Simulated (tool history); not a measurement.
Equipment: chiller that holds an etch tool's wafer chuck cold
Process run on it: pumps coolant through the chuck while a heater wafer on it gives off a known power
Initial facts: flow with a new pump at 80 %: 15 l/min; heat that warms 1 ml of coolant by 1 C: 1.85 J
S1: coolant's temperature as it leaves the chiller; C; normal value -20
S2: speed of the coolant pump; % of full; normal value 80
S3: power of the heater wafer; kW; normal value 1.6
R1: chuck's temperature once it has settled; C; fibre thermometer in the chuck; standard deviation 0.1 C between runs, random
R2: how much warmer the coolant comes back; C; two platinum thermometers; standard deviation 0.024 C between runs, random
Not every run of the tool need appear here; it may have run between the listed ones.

run    hour   S1  S2     S3     R1    R2
  1       0  -20  80    1.6  -10.3  3.44
  2    52.1  -20  80    1.6  -10.4  3.43
  3   138.1  -20  80    1.6  -10.5  3.41
  4   224.4  -17  80    1.6   -7.4  3.48
  5   311.8  -17  80    1.6   -7.4  3.47
  6   382.6  -20  80  1.322  -12.1   2.8
  7   449.6  -20  80  1.322    -12   2.8
  8   554.7  -20  80  1.322    -12  2.78
  9   609.2  -20  65    1.6   -9.1  4.22
 10   699.3  -20  65    1.6   -9.1  4.18
 11   791.9  -20  72    1.6   -9.8  3.78
      808.4  -- chiller's thermometer calibrated
 12   885.3  -19  80   1.13  -12.2   2.3
 13   937.3  -20  70    1.6   -9.4  3.85
 14  1018.6  -20  70    1.6   -9.6   3.9
 15  1068.2  -20  70    1.6   -9.7  3.82
 16  1135.3  -20  61  0.815    -14  2.19
 17  1213.7  -20  61  0.815    -14   2.2
 18  1299.3  -17  76  0.986  -10.8  2.12
 19  1384.8  -17  80  1.764   -6.3  3.63
 20  1442.6  -17  80  1.764   -6.5  3.65
 21  1503.1  -29  75  1.674  -18.7  3.66

The next listed run, before its measurement:
 22  1560.2  -15  61  1.327   ?   ?

{"run 22": {"R1": -5.5, "R2": 3.61}}
Minus the tool's unlogged condition, the same run would have read R1 -5.5 C, R2 3.82 C.
